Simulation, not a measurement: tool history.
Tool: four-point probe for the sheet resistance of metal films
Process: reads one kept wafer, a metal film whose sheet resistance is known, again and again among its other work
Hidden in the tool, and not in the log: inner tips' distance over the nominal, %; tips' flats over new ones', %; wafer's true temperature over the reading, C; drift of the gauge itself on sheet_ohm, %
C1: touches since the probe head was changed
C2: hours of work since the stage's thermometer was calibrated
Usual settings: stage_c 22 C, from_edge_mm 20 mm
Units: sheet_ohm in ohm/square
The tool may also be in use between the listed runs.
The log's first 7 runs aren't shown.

Run 8, hour 435: usual settings; C1 75780; C2 1657. Result: sheet_ohm 15.517476 ohm/square.
Run 9, hour 481.5: usual settings but stage_c 24 C; C1 78309; C2 1687. Result: sheet_ohm 15.476185 ohm/square.
Run 10, hour 551.6: usual settings but stage_c 24 C; C1 82115; C2 1731. Result: sheet_ohm 15.480543 ohm/square.
Run 11, hour 602.1: usual settings but stage_c 29 C; C1 84857; C2 1763. Result: sheet_ohm 15.398231 ohm/square.
Run 12, hour 682.8: usual settings but stage_c 29 C; C1 89247; C2 1814. Result: sheet_ohm 15.3971 ohm/square.
Run 13, hour 761.2: usual settings but stage_c 19 C; C1 93504; C2 1863. Result: sheet_ohm 15.56662 ohm/square.
Run 14, hour 824.6: usual settings but stage_c 19 C; C1 96947; C2 1903. Result: sheet_ohm 15.565178 ohm/square.
Run 15, hour 899.4: usual settings but stage_c 19 C; C1 101010; C2 1950. Result: sheet_ohm 15.563746 ohm/square.
Run 16, hour 943.6: usual settings; C1 103411; C2 1978. Result: sheet_ohm 15.519673 ohm/square.
Run 17, hour 1016.8: usual settings but stage_c 21 C; C1 107387; C2 2024. Result: sheet_ohm 15.527849 ohm/square.
Run 18, hour 1088.3: usual settings but stage_c 29 C, from_edge_mm 3 mm; C1 111274; C2 2069. Result: sheet_ohm 15.748464 ohm/square.
Run 19, hour 1173.3: usual settings but stage_c 29 C, from_edge_mm 3 mm; C1 115889; C2 2123. Result: sheet_ohm 15.751117 ohm/square.
Run 20, hour 1228.4: usual settings but from_edge_mm 4 mm; C1 118883; C2 2158. Result: sheet_ohm 15.712038 ohm/square.
Run 21, hour 1287.6: usual settings but from_edge_mm 14 mm; C1 122101; C2 2195. Result: sheet_ohm 15.521676 ohm/square.
Run 22, hour 1354.5: usual settings but stage_c 32 C, from_edge_mm 5 mm; C1 125734; C2 2237. Result: sheet_ohm 15.473442 ohm/square.
Run 23, hour 1430.1: usual settings but stage_c 32 C, from_edge_mm 5 mm; C1 129845; C2 2285. Result: sheet_ohm 15.475251 ohm/square.
Run 24, hour 1508.6: usual settings but stage_c 18 C, from_edge_mm 5 mm; C1 134109; C2 2335. Result: sheet_ohm 15.7045 ohm/square.
Run 25, hour 1562: usual settings but stage_c 30 C, from_edge_mm 75 mm; C1 137009; C2 2368. Result: sheet_ohm 15.369708 ohm/square.
Run 26, hour 1643.3: usual settings but stage_c 30 C, from_edge_mm 75 mm; C1 141423; C2 2420. Result: sheet_ohm 15.371921 ohm/square.
Run 27, hour 1708.5: usual settings but stage_c 30 C, from_edge_mm 42 mm; C1 144967; C2 2461. Result: sheet_ohm 15.372298 ohm/square.
Run 28, hour 1767.2: usual settings but stage_c 24 C, from_edge_mm 3 mm; C1 148156; C2 2498. Result: sheet_ohm 15.832494 ohm/square.
Run 29, hour 1839.8: usual settings but stage_c 29 C, from_edge_mm 18 mm; C1 152100; C2 2544. Result: sheet_ohm 15.399744 ohm/square.
Run 30, hour 1877.8: usual settings but stage_c 21 C, from_edge_mm 18 mm; C1 154165; C2 2568. Result: sheet_ohm 15.526524 ohm/square.
At hour 1936.5: new probe head fitted.
Run 31, hour 1938.4: usual settings but stage_c 21 C, from_edge_mm 40 mm; C1 102; C2 2605. Result: sheet_ohm 15.529736 ohm/square.
Run 32, hour 2009.7: usual settings but stage_c 28 C, from_edge_mm 8 mm; C1 3980; C2 2650. Result: sheet_ohm 15.455883 ohm/square.

3 ways to go on from here, each from the tool as it stands after run 32. What would each give?
Run A, hour 2079.7: usual settings but stage_c 23 C, from_edge_mm 27 mm; C1 7783; C2 2695. Result: sheet_ohm ?.
Run B, hour 2079.7: usual settings but stage_c 29 C, from_edge_mm 23 mm; C1 7783; C2 2695. Result: sheet_ohm ?.
Run C, hour 2079.7: usual settings but stage_c 23 C, from_edge_mm 6 mm; C1 7783; C2 2695. Result: sheet_ohm ?.

run  sheet_ohm
  A  15.493138
  B  15.384942
  C  15.581279
Without the tool's hidden state the same runs would have given:
run  sheet_ohm
  A  15.493788
  B  15.385585
  C  15.581933
